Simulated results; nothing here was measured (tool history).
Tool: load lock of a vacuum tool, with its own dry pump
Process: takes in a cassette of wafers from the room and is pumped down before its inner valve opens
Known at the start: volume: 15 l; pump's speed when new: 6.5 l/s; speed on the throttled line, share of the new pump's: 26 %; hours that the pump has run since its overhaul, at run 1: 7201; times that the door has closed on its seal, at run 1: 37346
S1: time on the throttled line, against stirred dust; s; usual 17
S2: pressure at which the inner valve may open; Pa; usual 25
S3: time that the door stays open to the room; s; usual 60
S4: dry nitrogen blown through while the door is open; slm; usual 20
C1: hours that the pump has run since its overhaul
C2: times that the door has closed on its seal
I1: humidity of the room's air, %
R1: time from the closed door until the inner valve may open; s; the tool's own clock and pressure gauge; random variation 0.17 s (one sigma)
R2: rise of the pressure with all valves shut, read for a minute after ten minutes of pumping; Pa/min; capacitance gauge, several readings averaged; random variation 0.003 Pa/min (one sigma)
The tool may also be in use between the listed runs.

run	day	S1	S2	S3	S4	C1	C2	I1	R1	R2
1	0.000	17	25	60	20	7201	37346	45.4	32.7	0.443
2	4.592	17	25	60	20	7311	37758	45.5	32.8	0.459
3	11.558	17	25	60	20	7478	38385	46.7	32.7	0.475
4	20.983	10	25	60	20	7705	39232	45.0	27.5	0.485
5	28.912	10	25	60	20	7895	39944	46.3	27.8	0.491
6	34.821	10	25	60	20	8037	40475	43.4	27.7	0.508
7	39.654	10	25	60	20	8153	40910	46.8	27.6	0.517
8	46.633	10	25	83	20	8320	41537	44.3	28.0	0.523
9	57.292	10	25	83	20	8576	42495	44.7	28.0	0.558
10	66.721	17	25	60	8	8802	43342	44.5	33.0	0.591
11	75.192	17	25	60	8	9006	44103	40.7	32.9	0.597
12	83.225	17	25	60	12	9198	44825	43.6	33.2	0.613
13	92.079	17	25	60	12	9411	45621	42.3	33.2	0.612
# day 97.912: door's seal changed, seat wiped
14	100.821	17	25	60	12	9619	261	48.6	32.9	0.057
15	106.121	17	25	60	12	9746	737	44.3	33.2	0.050
16	116.112	17	25	60	12	9986	1635	43.3	33.1	0.052
17	121.862	17	25	60	12	10124	2152	48.4	33.2	0.059
18	129.883	33	25	60	12	10317	2873	46.7	44.6	0.060
19	134.458	33	25	60	12	10427	3284	47.5	44.9	0.064
20	144.975	8	25	34	20	10679	4229	44.5	26.7	0.048
21	151.721	8	25	34	20	10841	4836	45.4	26.6	0.052
22	158.254	13	45	34	20	10998	5423	41.8	29.0	0.052
23	167.354	13	48	34	42	11216	6240	42.9	29.0	0.052
24	174.371	17	25	29	42	11384	6871	47.2	33.3	0.054
25	180.488	26	46	60	45	11531	7421	46.9	38.6	0.068
26	187.858	8	18	123	9	11708	8083	46.7	27.9	0.123
27	194.317	8	18	123	9	11863	8664	44.4	27.5	0.124
28	204.233	17	25	54	20	12101	9555	47.3	33.4	0.085
29	212.317	17	31	60	9	12295	10282	42.3	32.8	0.111
30	222.429	19	22	60	5	12538	11190	44.3	35.0	0.133
31	230.812	9	25	60	16	12739	11944	45.5	27.7	0.111
32	236.842	11	25	60	20	12884	12486	43.8	29.2	0.112
33	245.300	11	25	60	20	13087	13246	44.6	29.3	0.115
34	254.562	12	25	60	19	13309	14078	50.2	30.2	0.128
35	262.712	10	25	60	19	13505	14811	44.4	28.7	0.132
36	270.162	26	25	80	20	13683	15480	42.2	40.2	0.141
37	280.071	26	25	182	23	13921	16371	43.0	40.2	0.161
38	290.167	17	25	60	22	14164	17278	44.7	33.9	0.150

Forecast each of these 3 alternatives for the next run:
A	296.317	17	25	48	22	14311	17831	43.2	?	?
B	296.317	9	25	60	22	14311	17831	46.2	?	?
C	296.317	11	25	27	43	14311	17831	45.1	?	?

run	R1	R2
A	33.9	0.156
B	28.3	0.155
C	29.7	0.144
Without the tool's hidden state the same runs would have given:
run	R1	R2
A	31.9	0.030
B	26.0	0.030
C	27.5	0.018

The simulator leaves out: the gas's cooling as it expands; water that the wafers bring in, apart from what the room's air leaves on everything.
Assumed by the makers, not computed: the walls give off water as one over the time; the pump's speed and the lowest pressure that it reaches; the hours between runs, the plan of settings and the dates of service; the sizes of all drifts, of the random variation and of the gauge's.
